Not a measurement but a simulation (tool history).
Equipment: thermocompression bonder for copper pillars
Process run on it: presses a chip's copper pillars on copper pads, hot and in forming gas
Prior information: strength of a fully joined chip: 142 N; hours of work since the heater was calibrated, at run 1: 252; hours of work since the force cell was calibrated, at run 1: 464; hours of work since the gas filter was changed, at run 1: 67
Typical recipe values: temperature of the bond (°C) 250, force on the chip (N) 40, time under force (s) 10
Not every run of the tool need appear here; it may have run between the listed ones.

| run | hour | temperature of the bond (°C) | force on the chip (N) | time under force (s) | hours of work since the heater was calibrated | hours of work since the force cell was calibrated | hours of work since the gas filter was changed | force that shears a chip off (N) |
|---|---|---|---|---|---|---|---|---|
| 1 | 0.0 | 250 | 40 | 10 | 252 | 464 | 67 | 85.3 |
| 2 | 15.1 | 250 | 40 | 10 | 262 | 474 | 77 | 85.6 |
| 3 | 32.1 | 250 | 40 | 10 | 273 | 485 | 88 | 85.5 |
| 4 | 45.6 | 250 | 49 | 10 | 282 | 494 | 97 | 94.0 |
| 5 | 60.1 | 250 | 49 | 10 | 291 | 503 | 107 | 94.1 |
| 6 | 70.2 | 250 | 49 | 10 | 298 | 510 | 113 | 93.9 |
| 7 | 91.0 | 250 | 49 | 8 | 312 | 523 | 127 | 88.2 |
| 8 | 104.3 | 250 | 40 | 9 | 320 | 532 | 136 | 82.1 |
| 9 | 114.5 | 251 | 40 | 9 | 327 | 539 | 143 | 83.5 |
| 10 | 126.5 | 251 | 40 | 9 | 335 | 547 | 150 | 83.0 |
| 11 | 138.8 | 251 | 40 | 9 | 343 | 555 | 159 | 83.2 |
| 12 | 153.5 | 251 | 40 | 9 | 353 | 565 | 168 | 82.9 |
| 13 | 173.2 | 235 | 54 | 10 | 366 | 578 | 181 | 82.0 |
| 14 | 184.2 | 231 | 29 | 6 | 373 | 585 | 188 | 44.0 |
|  | 187.5 | force cell calibrated |
| 15 | 200.0 | 249 | 33 | 26 | 382 | 8 | 198 | 100.3 |
| 16 | 209.8 | 220 | 40 | 10 | 389 | 15 | 204 | 55.5 |
| 17 | 226.8 | 250 | 47 | 21 | 400 | 26 | 215 | 109.7 |
| 18 | 240.7 | 227 | 33 | 7 | 409 | 35 | 225 | 48.2 |
| 19 | 254.1 | 227 | 31 | 29 | 418 | 44 | 233 | 77.5 |
| 20 | 264.9 | 250 | 25 | 16 | 425 | 51 | 240 | 77.5 |
| 21 | 275.6 | 276 | 42 | 16 | 432 | 58 | 247 | 119.3 |
| 22 | 289.0 | 250 | 40 | 27 | 441 | 67 | 256 | 108.5 |
|  | 294.5 | force cell calibrated, once more |
| 23 | 308.9 | 249 | 33 | 17 | 453 | 9 | 268 | 87.6 |

Each row is a separate what-if for the run after 23, all from the same tool condition, not one after another. Results?
| A | 328.3 | 250 | 24 | 28 | 466 | 22 | 281 | ? |
| B | 328.3 | 233 | 30 | 17 | 466 | 22 | 281 | ? |
| C | 328.3 | 249 | 37 | 17 | 466 | 22 | 281 | ? |
| D | 328.3 | 273 | 24 | 11 | 466 | 22 | 281 | ? |
| E | 328.3 | 262 | 51 | 9 | 466 | 22 | 281 | ? |

| run | force that shears a chip off (N) |
|---|---|
| A | 87.9 |
| B | 67.5 |
| C | 91.8 |
| D | 85.9 |
| E | 101.7 |
Take away the tool's hidden state, keep each run's random variation, and the runs would have read:
| run | force that shears a chip off (N) |
|---|---|
| A | 89.2 |
| B | 68.0 |
| C | 93.4 |
| D | 87.4 |
| E | 103.8 |
